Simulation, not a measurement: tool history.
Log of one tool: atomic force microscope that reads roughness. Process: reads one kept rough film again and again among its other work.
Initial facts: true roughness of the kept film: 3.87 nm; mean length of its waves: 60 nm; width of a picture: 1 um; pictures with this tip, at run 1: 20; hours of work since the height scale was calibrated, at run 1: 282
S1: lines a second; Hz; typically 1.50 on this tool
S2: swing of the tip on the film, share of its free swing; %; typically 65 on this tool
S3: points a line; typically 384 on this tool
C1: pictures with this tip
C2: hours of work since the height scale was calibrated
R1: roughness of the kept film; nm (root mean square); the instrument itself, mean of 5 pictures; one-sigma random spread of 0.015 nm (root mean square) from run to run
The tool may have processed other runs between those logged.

run 1 hour=0.0 | S1=1.50 S2=65 S3=384 | C1=20 C2=282 | R1=3.487
run 2 hour=15.8 | S1=1.50 S2=65 S3=384 | C1=40 C2=289 | R1=3.446
run 3 hour=31.7 | S1=1.50 S2=65 S3=384 | C1=60 C2=296 | R1=3.347
run 4 hour=49.5 | S1=1.50 S2=56 S3=384 | C1=82 C2=303 | R1=3.349
run 5 hour=63.5 | S1=3.63 S2=65 S3=384 | C1=100 C2=309 | R1=3.087
-- hour=80.5 new tip fitted
run 6 hour=80.5 | S1=1.31 S2=65 S3=384 | C1=0 C2=316 | R1=3.565
run 7 hour=97.0 | S1=1.50 S2=66 S3=384 | C1=20 C2=323 | R1=3.511
run 8 hour=113.3 | S1=1.50 S2=66 S3=384 | C1=41 C2=330 | R1=3.427
run 9 hour=130.0 | S1=1.50 S2=66 S3=384 | C1=62 C2=338 | R1=3.335
run 10 hour=146.3 | S1=1.50 S2=66 S3=384 | C1=82 C2=345 | R1=3.283
run 11 hour=155.1 | S1=1.50 S2=65 S3=384 | C1=93 C2=348 | R1=3.284
run 12 hour=171.5 | S1=1.50 S2=65 S3=384 | C1=114 C2=355 | R1=3.218
-- hour=178.4 new tip fitted
run 13 hour=188.3 | S1=1.50 S2=65 S3=384 | C1=12 C2=362 | R1=3.488
run 14 hour=199.3 | S1=1.50 S2=69 S3=384 | C1=26 C2=367 | R1=3.429
run 15 hour=217.6 | S1=1.50 S2=65 S3=823 | C1=49 C2=375 | R1=3.390
run 16 hour=230.8 | S1=1.50 S2=65 S3=823 | C1=65 C2=381 | R1=3.337
run 17 hour=244.6 | S1=1.50 S2=65 S3=823 | C1=83 C2=387 | R1=3.293
run 18 hour=260.4 | S1=1.40 S2=70 S3=372 | C1=103 C2=393 | R1=3.202
run 19 hour=270.8 | S1=2.68 S2=78 S3=371 | C1=116 C2=398 | R1=2.914
-- hour=275.4 new tip fitted
run 20 hour=280.5 | S1=2.68 S2=78 S3=371 | C1=6 C2=402 | R1=3.232
run 21 hour=298.0 | S1=0.90 S2=78 S3=324 | C1=28 C2=409 | R1=3.438
run 22 hour=314.6 | S1=0.90 S2=87 S3=893 | C1=49 C2=417 | R1=3.316
run 23 hour=330.0 | S1=0.90 S2=87 S3=893 | C1=68 C2=423 | R1=3.246
run 24 hour=339.4 | S1=2.11 S2=65 S3=384 | C1=80 C2=427 | R1=3.240
run 25 hour=347.7 | S1=2.11 S2=88 S3=646 | C1=90 C2=431 | R1=2.902
run 26 hour=356.2 | S1=0.65 S2=80 S3=629 | C1=101 C2=434 | R1=3.251
run 27 hour=368.2 | S1=0.65 S2=80 S3=629 | C1=116 C2=440 | R1=3.193
-- hour=372.5 new tip fitted
run 28 hour=380.4 | S1=3.93 S2=64 S3=1017 | C1=10 C2=445 | R1=3.349
run 29 hour=393.2 | S1=1.50 S2=75 S3=384 | C1=26 C2=450 | R1=3.378
run 30 hour=404.1 | S1=1.50 S2=75 S3=384 | C1=40 C2=455 | R1=3.335
run 31 hour=413.2 | S1=1.50 S2=75 S3=384 | C1=51 C2=459 | R1=3.276
run 32 hour=422.0 | S1=0.84 S2=75 S3=384 | C1=62 C2=462 | R1=3.332
run 33 hour=433.0 | S1=0.84 S2=75 S3=384 | C1=76 C2=467 | R1=3.304

What differs in the tool's unlogged condition from the final listed run ahead of each entry between runs to the first listed run following it?
Run 5 -> run 6: new tip fitted (hour 80.5)
  radius of the tip, nm: 33.9 -> 10.2; height scale over the true one, %: -0.52 -> -0.53
  the result without the hidden state subtracted from the measured one, R1: -0.318 -> -0.022 nm (root mean square)
Run 12 -> run 13: new tip fitted (hour 178.4)
  radius of the tip, nm: 37.4 -> 13.6
  the result without the hidden state subtracted from the measured one, R1: -0.380 -> -0.072 nm (root mean square)
Run 19 -> run 20: new tip fitted (hour 275.4)
  radius of the tip, nm: 38.5 -> 11.3; height scale over the true one, %: -0.61 -> -0.62
  the result without the hidden state subtracted from the measured one, R1: -0.359 -> -0.038 nm (root mean square)
Run 27 -> run 28: new tip fitted (hour 372.5)
  radius of the tip, nm: 38.8 -> 13.4
  the result without the hidden state subtracted from the measured one, R1: -0.398 -> -0.069 nm (root mean square)
